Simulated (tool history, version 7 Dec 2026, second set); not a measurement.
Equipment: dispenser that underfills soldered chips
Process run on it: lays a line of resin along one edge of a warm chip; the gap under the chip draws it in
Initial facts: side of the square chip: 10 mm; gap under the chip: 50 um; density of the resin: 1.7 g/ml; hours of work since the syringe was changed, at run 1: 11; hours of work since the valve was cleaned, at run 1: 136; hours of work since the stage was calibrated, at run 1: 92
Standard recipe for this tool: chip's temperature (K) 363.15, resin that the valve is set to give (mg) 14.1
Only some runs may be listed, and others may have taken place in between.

run	hour	chip's temperature (K)	resin that the valve is set to give (mg)	hours of work since the syringe was changed	hours of work since the valve was cleaned	hours of work since the stage was calibrated	time until the resin shows at the far edge (s)	resin that the valve gave (mg)
1	0	363.15	14.1	11	136	92	57.4	13.45
# hour 2.1: new syringe of resin
2	4.5	356.15	14.1	2	139	96	52.3	13.29
3	13.8	356.15	12.1	9	147	103	74.6	11.42
# hour 17.2: new syringe of resin
# hour 18.7: dispensing valve cleaned and set on the balance
4	21.6	363.15	15.4	3	2	108	41.1	15.35
5	31.6	363.15	15.4	11	10	116	56.6	15.38
# hour 33.7: new syringe of resin
6	40.4	363.15	15.4	5	17	123	45.8	15.26
# hour 48.9: new syringe of resin
7	49.8	363.15	14.1	1	24	130	37.7	13.97
8	56.8	363.15	17.2	6	30	136	48	17.04
9	61.8	363.15	13.9	10	34	140	56.6	13.76
# hour 64.3: new syringe of resin
10	67.9	363.15	13.9	3	38	144	41.8	13.76
11	72.6	363.15	13.9	7	42	148	48.9	13.7
# hour 79.9: new syringe of resin
12	83.2	363.15	16.3	3	50	156	39.6	15.94
13	89.2	363.15	16.3	7	55	161	49.5	15.93
14	93.7	363.15	13.7	11	58	164	57.8	13.39
# hour 95: new syringe of resin
15	101	363.15	13.7	5	64	170	44.1	13.37
16	106	363.15	13.7	9	68	174	52.2	13.35
# hour 110.3: new syringe of resin
17	112.3	363.15	13.4	2	73	179	40.3	13.03
18	120.8	363.15	13.4	8	79	185	53.7	13.08
# hour 126.1: new syringe of resin
19	129.6	363.15	13.4	3	86	192	41.1	13.03
20	139.3	357.15	13.4	10	94	200	71.8	12.85
# hour 141.2: new syringe of resin
21	145.6	350.15	15.6	3	99	205	74.5	14.93

Run 22, settings as shown, results not yet in. Your forecast:
22	155.7	350.15	15.6	11	107	213	?	?

time until the resin shows at the far edge (s): 103.9
resin that the valve gave (mg): 15.04
Minus the tool's unlogged condition, the same run would have read time until the resin shows at the far edge (s) 67.2, resin that the valve gave (mg) 15.66.
